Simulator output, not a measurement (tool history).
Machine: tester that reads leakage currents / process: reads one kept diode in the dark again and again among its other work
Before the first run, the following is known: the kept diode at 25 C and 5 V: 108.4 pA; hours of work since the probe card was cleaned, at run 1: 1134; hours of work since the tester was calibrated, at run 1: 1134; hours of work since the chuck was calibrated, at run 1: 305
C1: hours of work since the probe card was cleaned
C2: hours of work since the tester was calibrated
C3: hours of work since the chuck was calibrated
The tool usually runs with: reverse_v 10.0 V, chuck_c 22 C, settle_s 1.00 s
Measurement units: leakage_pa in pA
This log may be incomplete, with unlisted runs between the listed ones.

run 1 day=0.000 | reverse_v=10.0 chuck_c=22 settle_s=1.00 | C1=1134 C2=1134 C3=305 | leakage_pa=124.13
run 2 day=3.700 | reverse_v=10.0 chuck_c=22 settle_s=1.00 | C1=1204 C2=1204 C3=375 | leakage_pa=122.99
run 3 day=8.975 | reverse_v=10.0 chuck_c=22 settle_s=1.00 | C1=1304 C2=1304 C3=475 | leakage_pa=122.09
run 4 day=13.492 | reverse_v=10.0 chuck_c=22 settle_s=3.88 | C1=1389 C2=1389 C3=560 | leakage_pa=117.74
run 5 day=19.417 | reverse_v=10.0 chuck_c=22 settle_s=3.88 | C1=1501 C2=1501 C3=672 | leakage_pa=115.99
run 6 day=22.900 | reverse_v=1.7 chuck_c=22 settle_s=1.00 | C1=1567 C2=1567 C3=738 | leakage_pa=46.02
run 7 day=27.296 | reverse_v=1.7 chuck_c=22 settle_s=1.00 | C1=1650 C2=1650 C3=821 | leakage_pa=45.36
run 8 day=31.833 | reverse_v=1.7 chuck_c=21 settle_s=1.00 | C1=1736 C2=1736 C3=906 | leakage_pa=41.46
-- day=34.754 chuck's temperature calibrated
run 9 day=35.296 | reverse_v=1.7 chuck_c=21 settle_s=1.00 | C1=1800 C2=1800 C3=10 | leakage_pa=46.57
run 10 day=39.542 | reverse_v=1.7 chuck_c=23 settle_s=1.00 | C1=1880 C2=1880 C3=90 | leakage_pa=53.47
run 11 day=43.258 | reverse_v=1.7 chuck_c=23 settle_s=1.00 | C1=1950 C2=1950 C3=161 | leakage_pa=52.92
-- day=47.733 probe card cleaned and baked
run 12 day=47.838 | reverse_v=10.0 chuck_c=47 settle_s=1.00 | C1=2 C2=2034 C3=245 | leakage_pa=691.67
run 13 day=50.596 | reverse_v=10.0 chuck_c=47 settle_s=1.00 | C1=54 C2=2086 C3=297 | leakage_pa=687.53
run 14 day=55.971 | reverse_v=8.1 chuck_c=32 settle_s=1.64 | C1=156 C2=2188 C3=398 | leakage_pa=220.44
run 15 day=58.700 | reverse_v=1.2 chuck_c=37 settle_s=0.86 | C1=207 C2=2240 C3=450 | leakage_pa=114.89
run 16 day=61.508 | reverse_v=10.0 chuck_c=22 settle_s=3.24 | C1=260 C2=2293 C3=503 | leakage_pa=116.00
run 17 day=66.962 | reverse_v=19.4 chuck_c=58 settle_s=3.38 | C1=363 C2=2396 C3=606 | leakage_pa=1857.44

Run 18 is up next; what results do you expect?
run 18 day=73.067 | reverse_v=11.5 chuck_c=42 settle_s=1.47 | C1=479 C2=2511 C3=721 | leakage_pa=?

leakage_pa: 504.48 pA
Had the tool carried no hidden state, the very same run would have given leakage_pa 553.62 pA.

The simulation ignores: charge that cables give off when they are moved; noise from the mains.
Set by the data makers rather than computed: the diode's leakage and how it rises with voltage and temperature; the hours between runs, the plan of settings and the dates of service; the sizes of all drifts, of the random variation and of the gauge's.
